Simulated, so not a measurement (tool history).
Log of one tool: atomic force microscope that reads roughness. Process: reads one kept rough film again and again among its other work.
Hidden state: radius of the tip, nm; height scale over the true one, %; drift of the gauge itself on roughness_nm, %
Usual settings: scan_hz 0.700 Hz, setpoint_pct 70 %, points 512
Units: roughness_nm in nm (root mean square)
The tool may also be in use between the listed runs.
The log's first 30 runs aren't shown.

run     day  scan_hz  setpoint_pct  points  pictures with this tip  hours of work since the height scale was calibrated  roughness_nm
 31  10.538    1.074            77     963                     345                                                  252         2.530
 32  10.762    1.261            77     493                     351                                                  256         2.489
 33  11.154    0.700            72     512                     360                                                  261         2.542
 34  11.575    0.700            88     512                     370                                                  267         2.524
     11.617  -- new tip fitted
 35  11.867    2.781            75     313                       6                                                  271         2.534
 36  12.079    1.709            75    1017                      11                                                  274         2.635
 37  12.438    1.709            75    1017                      20                                                  279         2.597
 38  12.688    1.587            75     843                      26                                                  283         2.654
 39  12.912    3.080            77     843                      31                                                  286         2.482
 40  13.346    2.236            78     439                      42                                                  292         2.525
 41  13.692    2.236            78     439                      50                                                  297         2.526
 42  13.929    2.236            56     514                      56                                                  301         2.690
 43  14.300    2.236            56     514                      65                                                  306         2.702
 44  14.571    0.502            70     310                      71                                                  310         2.697
 45  15.046    0.700            75     401                      83                                                  317         2.667
 46  15.379    0.700            81     882                      91                                                  322         2.648
 47  15.604    0.700            81     882                      97                                                  325         2.643
 48  15.958    0.879            75     629                     105                                                  330         2.642
 49  16.333    0.879            75     629                     114                                                  335         2.644
 50  16.583    0.674            70     525                     120                                                  339         2.655
 51  16.962    3.245            70     512                     130                                                  344         2.511
 52  17.312    0.561            56     316                     138                                                  349         2.685
 53  17.617    1.977            70     379                     145                                                  354         2.585

4 ways to go on from here, each from the tool as it stands after run 53. What would each give?
  A  18.042    1.977            70     268                     156                                                  360             ?
  B  18.042    1.977            70     495                     156                                                  360             ?
  C  18.042    3.331            70     262                     156                                                  360             ?
  D  18.042    1.112            80     360                     156                                                  360             ?

run  roughness_nm
  A         2.569
  B         2.554
  C         2.501
  D         2.568
Without the tool's hidden state the same runs would have given:
run  roughness_nm
  A         2.624
  B         2.608
  C         2.554
  D         2.623
